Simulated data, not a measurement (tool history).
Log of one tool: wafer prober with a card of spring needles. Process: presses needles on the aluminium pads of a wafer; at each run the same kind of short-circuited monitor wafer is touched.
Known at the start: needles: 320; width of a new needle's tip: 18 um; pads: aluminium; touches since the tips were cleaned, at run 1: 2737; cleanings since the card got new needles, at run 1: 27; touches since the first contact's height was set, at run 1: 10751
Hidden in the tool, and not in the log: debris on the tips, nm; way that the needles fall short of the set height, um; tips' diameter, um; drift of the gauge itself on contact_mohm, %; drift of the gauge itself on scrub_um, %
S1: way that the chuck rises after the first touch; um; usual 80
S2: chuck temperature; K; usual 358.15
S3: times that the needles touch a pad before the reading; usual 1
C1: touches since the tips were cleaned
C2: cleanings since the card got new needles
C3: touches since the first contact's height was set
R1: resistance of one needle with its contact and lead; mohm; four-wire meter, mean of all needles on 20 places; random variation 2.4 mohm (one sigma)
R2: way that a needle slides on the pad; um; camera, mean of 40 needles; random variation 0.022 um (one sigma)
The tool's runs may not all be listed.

| run | hour | S1 | S2 | S3 | C1 | C2 | C3 | R1 | R2 |
|---|---|---|---|---|---|---|---|---|---|
| 1 | 0 | 80 | 358.15 | 1 | 2737 | 27 | 10751 | 303 | 18.04 |
| 2 | 7.5 | 80 | 358.15 | 1 | 6057 | 27 | 14071 | 322 | 18.02 |
|  | 8.9 | tips cleaned on abrasive film |
| 3 | 20 | 80 | 358.15 | 1 | 4948 | 28 | 19597 | 319 | 18.02 |
|  | 23.9 | tips cleaned on abrasive film |
| 4 | 31 | 80 | 358.15 | 2 | 3136 | 29 | 24409 | 297 | 18 |
|  | 38.7 | tips cleaned on abrasive film |
| 5 | 38.7 | 80 | 358.15 | 2 | 0 | 30 | 27762 | 272 | 17.93 |
| 6 | 46.3 | 80 | 358.15 | 1 | 3393 | 30 | 31155 | 306 | 17.97 |
|  | 53.3 | tips cleaned on abrasive film |
| 7 | 58.8 | 80 | 358.15 | 1 | 2470 | 31 | 36662 | 303 | 17.95 |
| 8 | 64.2 | 80 | 358.15 | 1 | 4864 | 31 | 39056 | 325 | 17.93 |
|  | 68.5 | tips cleaned on abrasive film |
| 9 | 77.2 | 80 | 327.15 | 1 | 3845 | 32 | 44758 | 307 | 17.93 |
|  | 83.6 | tips cleaned on abrasive film |
| 10 | 86.5 | 80 | 358.15 | 1 | 1286 | 33 | 48833 | 292 | 17.88 |
| 11 | 95.6 | 80 | 358.15 | 1 | 5321 | 33 | 52868 | 326 | 17.87 |
|  | 98.3 | tips cleaned on abrasive film |
| 12 | 102.1 | 80 | 358.15 | 1 | 1724 | 34 | 55733 | 293 | 17.84 |
| 13 | 109.4 | 80 | 358.15 | 1 | 4946 | 34 | 58955 | 322 | 17.88 |
|  | 113 | tips cleaned on abrasive film |
| 14 | 116.9 | 80 | 358.15 | 1 | 1718 | 35 | 62234 | 303 | 17.81 |
|  | 127.6 | tips cleaned on abrasive film |
| 15 | 129.2 | 80 | 349.15 | 1 | 667 | 36 | 67618 | 282 | 17.8 |
| 16 | 135.6 | 72 | 358.15 | 1 | 3518 | 36 | 70469 | 324 | 16 |
|  | 142.7 | tips cleaned on abrasive film |
| 17 | 143.6 | 72 | 358.15 | 1 | 384 | 37 | 73966 | 293 | 15.99 |
| 18 | 150.4 | 80 | 358.15 | 3 | 3422 | 37 | 77004 | 288 | 17.81 |
|  | 157.7 | tips cleaned on abrasive film |
| 19 | 159.5 | 80 | 373.15 | 3 | 776 | 38 | 80966 | 280 | 17.8 |
|  | 160.5 | height of the first contact set anew |
| 20 | 166.5 | 80 | 350.15 | 2 | 3787 | 38 | 2668 | 297 | 17.73 |
|  | 173 | tips cleaned on abrasive film |
| 21 | 173.4 | 89 | 358.15 | 2 | 168 | 39 | 5649 | 274 | 19.76 |
| 22 | 179.9 | 89 | 358.15 | 2 | 3072 | 39 | 8553 | 290 | 19.72 |
|  | 187.7 | tips cleaned on abrasive film |
| 23 | 192.2 | 89 | 358.15 | 2 | 1996 | 40 | 13959 | 284 | 19.71 |
| 24 | 198.5 | 66 | 358.15 | 3 | 4766 | 40 | 16729 | 303 | 14.51 |
|  | 202.8 | tips cleaned on abrasive film |
| 25 | 204.8 | 80 | 311.15 | 1 | 893 | 41 | 19488 | 276 | 17.66 |
| 26 | 210.6 | 80 | 311.15 | 1 | 3494 | 41 | 22089 | 302 | 17.66 |
|  | 217.7 | tips cleaned on abrasive film |
| 27 | 222 | 92 | 301.15 | 3 | 1916 | 42 | 27087 | 263 | 20.38 |
|  | 224.3 | height of the first contact set anew, once more |
|  | 232.8 | tips cleaned on abrasive film |
| 28 | 232.8 | 92 | 301.15 | 3 | 0 | 43 | 3717 | 257 | 20.79 |
| 29 | 244.6 | 69 | 309.15 | 3 | 5230 | 43 | 8947 | 283 | 15.56 |

The next listed run, before its measurement:
|  | 248.1 | tips cleaned on abrasive film |
| 30 | 255.8 | 69 | 342.15 | 1 | 3447 | 44 | 13899 | ? | ? |

Run 30 gave R1 319 mohm, R2 15.51 um.
Without the tool's hidden state the same run would have given R1 268 mohm, R2 15.56 um.
